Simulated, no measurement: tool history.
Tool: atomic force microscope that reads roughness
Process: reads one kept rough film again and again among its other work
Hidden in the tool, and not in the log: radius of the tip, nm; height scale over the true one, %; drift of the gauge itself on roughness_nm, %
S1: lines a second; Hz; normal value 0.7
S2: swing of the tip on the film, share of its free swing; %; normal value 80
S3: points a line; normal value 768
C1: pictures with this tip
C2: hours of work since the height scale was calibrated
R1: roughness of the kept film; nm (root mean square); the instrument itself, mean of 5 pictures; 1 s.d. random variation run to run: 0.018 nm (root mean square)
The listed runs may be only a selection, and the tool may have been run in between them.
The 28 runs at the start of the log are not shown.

run	hour	S1	S2	S3	C1	C2	R1
29	1382.1	0.7	80	321	266	1284	4.204
30	1447.3	0.7	80	321	336	1320	4.199
# hour 1492.3: new tip fitted
31	1508.9	0.7	80	321	18	1355	4.216
32	1561.5	3.933	80	933	74	1384	3.909
33	1623.6	3.933	80	933	141	1419	3.89
34	1659.1	1.973	80	938	179	1439	4.144
35	1710	0.921	80	1023	234	1467	4.255
36	1767.1	2.535	80	297	296	1499	3.959
37	1834.1	1.862	73	262	368	1537	4.062
# hour 1851.1: new tip fitted
38	1865.9	2.353	62	262	16	1554	4.163

Consider 4 possible next runs. They are alternatives, not a sequence: every one starts from the tool as it was left by run 38. What does each give?
A	1908.3	1.414	80	398	62	1578	?
B	1908.3	1.991	77	896	62	1578	?
C	1908.3	0.711	67	963	62	1578	?
D	1908.3	0.7	80	406	62	1578	?

run	R1
A	4.155
B	4.173
C	4.35
D	4.227
The same runs, with their run-to-run variation unchanged, on a tool lacking any hidden condition would have given:
run	R1
A	4.16
B	4.177
C	4.355
D	4.232
